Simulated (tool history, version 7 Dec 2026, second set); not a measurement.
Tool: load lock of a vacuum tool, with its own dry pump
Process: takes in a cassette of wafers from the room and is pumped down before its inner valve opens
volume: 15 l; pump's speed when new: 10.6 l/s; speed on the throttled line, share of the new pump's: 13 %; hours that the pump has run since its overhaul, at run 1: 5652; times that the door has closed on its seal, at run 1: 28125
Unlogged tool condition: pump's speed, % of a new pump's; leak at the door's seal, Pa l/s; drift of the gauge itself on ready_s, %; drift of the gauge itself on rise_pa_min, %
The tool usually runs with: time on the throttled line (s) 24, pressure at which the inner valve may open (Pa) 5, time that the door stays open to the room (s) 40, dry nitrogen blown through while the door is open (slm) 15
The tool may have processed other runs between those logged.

run      day  time on the throttled line (s)  pressure at which the inner valve may open (Pa)  time that the door stays open to the room (s)  dry nitrogen blown through while the door is open (slm)  hours that the pump has run since its overhaul  times that the door has closed on its seal  incoming humidity of the room's air, %  time from the closed door until the inner valve may open (s)  rise of the pressure with all valves shut (Pa/min)
  1        0                              24                                                5                                             40                                                       15                                            5652                                       28125                                      45                                                          36.2                                               0.108
  2   27.212                              24                                                5                                             40                                                       15                                            6305                                       29400                                    46.7                                                          36.2                                               0.118
  3    46.35                              24                                                5                                             40                                                        7                                            6764                                       30296                                    47.9                                                          35.8                                               0.136
  4   64.088                              24                                                5                                             36                                                       15                                            7190                                       31127                                    47.5                                                          35.6                                               0.123
  5   81.525                              24                                                5                                            128                                                       15                                            7608                                       31943                                    47.5                                                          36.2                                               0.136
  6  107.225                              24                                                5                                             40                                                       15                                            8225                                       33147                                    43.2                                                          36.4                                               0.133
  7  127.096                              24                                                5                                             40                                                       15                                            8702                                       34078                                      44                                                          35.8                                               0.131
  8  150.288                              24                                                5                                             40                                                       10                                            9259                                       35164                                    43.6                                                          36.1                                               0.143
  9      164                              24                                                5                                             40                                                       10                                            9588                                       35806                                    45.4                                                          36.3                                               0.149
 10  175.488                              24                                                5                                             40                                                       10                                            9864                                       36344                                    45.4                                                          36.9                                               0.153
 11  200.342                              14                                                8                                             40                                                       15                                           10460                                       37508                                    47.7                                                          27.1                                               0.149
 12  213.762                              21                                                5                                            118                                                       15                                           10782                                       38137                                      47                                                            34                                               0.168
 13  228.454                              21                                                5                                            118                                                       15                                           11135                                       38825                                    43.3                                                            34                                               0.164
 14  242.354                              47                                                5                                            116                                                       15                                           11468                                       39476                                    43.5                                                          56.4                                               0.173
 15  260.508                              47                                                5                                            116                                                       15                                           11904                                       40326                                    40.6                                                          55.9                                               0.176

Run 16 comes next. What will it give?
 16  281.771                              47                                                5                                            116                                                       15                                           12414                                       41322                                    44.9                                                             ?                                                   ?

time from the closed door until the inner valve may open (s): 56.3
rise of the pressure with all valves shut (Pa/min): 0.183
With the hidden condition absent and the run-to-run variation left alone, this run would have shown time from the closed door until the inner valve may open (s) 55, rise of the pressure with all valves shut (Pa/min) 0.04.
